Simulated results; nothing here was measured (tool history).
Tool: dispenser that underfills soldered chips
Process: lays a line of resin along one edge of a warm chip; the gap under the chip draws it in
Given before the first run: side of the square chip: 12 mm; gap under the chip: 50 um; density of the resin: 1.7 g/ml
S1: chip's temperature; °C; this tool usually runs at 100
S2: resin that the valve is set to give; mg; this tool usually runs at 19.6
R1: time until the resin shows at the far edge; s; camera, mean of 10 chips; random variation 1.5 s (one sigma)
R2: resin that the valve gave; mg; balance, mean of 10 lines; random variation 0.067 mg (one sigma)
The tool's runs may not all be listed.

{"run": 1, "hour": 0.0, "S1": 100, "S2": 19.6, "R1": 189.9, "R2": 18.07}
{"hour": 5.0, "done": "new syringe of resin"}
{"run": 2, "hour": 6.0, "S1": 100, "S2": 19.6, "R1": 156.0, "R2": 18.1}
{"hour": 8.6, "done": "dispensing valve cleaned and set on the balance"}
{"run": 3, "hour": 14.4, "S1": 100, "S2": 19.6, "R1": 229.7, "R2": 19.48}
{"hour": 15.8, "done": "new syringe of resin"}
{"run": 4, "hour": 21.1, "S1": 100, "S2": 19.6, "R1": 192.7, "R2": 19.45}
{"hour": 26.3, "done": "new syringe of resin"}
{"run": 5, "hour": 31.8, "S1": 104, "S2": 19.6, "R1": 165.4, "R2": 19.38}
{"hour": 36.1, "done": "new syringe of resin"}
{"run": 6, "hour": 40.8, "S1": 104, "S2": 19.6, "R1": 158.3, "R2": 19.25}
{"hour": 46.3, "done": "new syringe of resin"}
{"run": 7, "hour": 50.5, "S1": 91, "S2": 19.6, "R1": 254.0, "R2": 19.22}
{"hour": 56.5, "done": "new syringe of resin"}
{"run": 8, "hour": 57.0, "S1": 91, "S2": 19.6, "R1": 201.9, "R2": 19.13}
{"hour": 66.5, "done": "new syringe of resin"}
{"run": 9, "hour": 67.1, "S1": 91, "S2": 19.6, "R1": 209.7, "R2": 19.13}
{"run": 10, "hour": 73.6, "S1": 100, "S2": 19.6, "R1": 212.8, "R2": 19.09}
{"hour": 76.3, "done": "new syringe of resin"}
{"run": 11, "hour": 79.8, "S1": 100, "S2": 19.6, "R1": 176.3, "R2": 19.03}
{"hour": 86.4, "done": "new syringe of resin"}
{"run": 12, "hour": 86.6, "S1": 100, "S2": 19.6, "R1": 147.2, "R2": 18.98}
{"run": 13, "hour": 92.6, "S1": 100, "S2": 24.6, "R1": 200.2, "R2": 23.68}
{"hour": 96.5, "done": "new syringe of resin"}
{"run": 14, "hour": 101.8, "S1": 100, "S2": 19.6, "R1": 192.6, "R2": 18.68}
{"hour": 106.8, "done": "new syringe of resin"}
{"run": 15, "hour": 110.9, "S1": 100, "S2": 19.6, "R1": 179.6, "R2": 18.59}
{"hour": 116.9, "done": "new syringe of resin"}
{"run": 16, "hour": 119.7, "S1": 100, "S2": 19.6, "R1": 166.7, "R2": 18.5}
{"run": 17, "hour": 125.4, "S1": 100, "S2": 19.6, "R1": 228.0, "R2": 18.5}
{"hour": 127.2, "done": "new syringe of resin"}
{"run": 18, "hour": 134.9, "S1": 88, "S2": 22.1, "R1": 342.8, "R2": 20.76}
{"hour": 137.7, "done": "new syringe of resin"}
{"run": 19, "hour": 144.2, "S1": 88, "S2": 20.0, "R1": 324.5, "R2": 18.69}
{"hour": 148.3, "done": "new syringe of resin"}
{"run": 20, "hour": 148.8, "S1": 107, "S2": 19.6, "R1": 115.6, "R2": 18.35}
{"run": 21, "hour": 155.1, "S1": 107, "S2": 19.6, "R1": 162.0, "R2": 18.22}
{"hour": 158.6, "done": "new syringe of resin"}
{"run": 22, "hour": 161.5, "S1": 107, "S2": 19.6, "R1": 132.3, "R2": 18.27}
{"hour": 168.3, "done": "new syringe of resin"}
{"run": 23, "hour": 168.8, "S1": 107, "S2": 19.6, "R1": 112.3, "R2": 18.13}
{"run": 24, "hour": 176.3, "S1": 107, "S2": 19.6, "R1": 172.8, "R2": 18.02}
{"hour": 177.9, "done": "dispensing valve cleaned and set on the balance"}
{"hour": 179.5, "done": "new syringe of resin"}
{"run": 25, "hour": 182.3, "S1": 100, "S2": 21.2, "R1": 165.3, "R2": 21.1}
{"hour": 189.2, "done": "new syringe of resin"}
{"run": 26, "hour": 190.4, "S1": 91, "S2": 17.8, "R1": 210.7, "R2": 17.67}
{"run": 27, "hour": 197.2, "S1": 111, "S2": 23.1, "R1": 149.3, "R2": 22.85}
{"hour": 199.4, "done": "new syringe of resin"}
{"run": 28, "hour": 206.1, "S1": 112, "S2": 20.5, "R1": 131.6, "R2": 20.22}
{"hour": 209.6, "done": "new syringe of resin"}
{"run": 29, "hour": 216.3, "S1": 86, "S2": 23.2, "R1": 341.1, "R2": 22.8}
{"hour": 219.9, "done": "new syringe of resin"}
{"run": 30, "hour": 222.9, "S1": 106, "S2": 18.9, "R1": 132.4, "R2": 18.55}
{"run": 31, "hour": 228.5, "S1": 106, "S2": 18.9, "R1": 184.9, "R2": 18.46}
{"hour": 229.9, "done": "new syringe of resin"}
{"run": 32, "hour": 236.2, "S1": 106, "S2": 19.0, "R1": 161.5, "R2": 18.42}
{"hour": 239.7, "done": "new syringe of resin"}
{"run": 33, "hour": 243.8, "S1": 102, "S2": 17.8, "R1": 165.8, "R2": 17.27}
{"hour": 250.1, "done": "new syringe of resin"}
{"run": 34, "hour": 253.5, "S1": 90, "S2": 25.1, "R1": 237.5, "R2": 24.16}

Alternative continuations, all from the tool just after run 34; predict every row:
{"hour": 260.1, "done": "new syringe of resin"}
{"run": "A", "hour": 262.8, "S1": 101, "S2": 20.5, "R1": "?", "R2": "?"}
{"hour": 260.1, "done": "new syringe of resin"}
{"run": "B", "hour": 262.8, "S1": 97, "S2": 19.6, "R1": "?", "R2": "?"}
{"hour": 260.1, "done": "new syringe of resin"}
{"run": "C", "hour": 262.8, "S1": 100, "S2": 20.1, "R1": "?", "R2": "?"}

run=A R1=157.6 R2=19.59
run=B R1=183.1 R2=18.77
run=C R1=166.3 R2=19.23
The same runs, with their run-to-run variation unchanged, on a tool lacking any hidden condition would have given:
run=A R1=139.6 R2=20.45
run=B R1=162.2 R2=19.60
run=C R1=147.3 R2=20.08

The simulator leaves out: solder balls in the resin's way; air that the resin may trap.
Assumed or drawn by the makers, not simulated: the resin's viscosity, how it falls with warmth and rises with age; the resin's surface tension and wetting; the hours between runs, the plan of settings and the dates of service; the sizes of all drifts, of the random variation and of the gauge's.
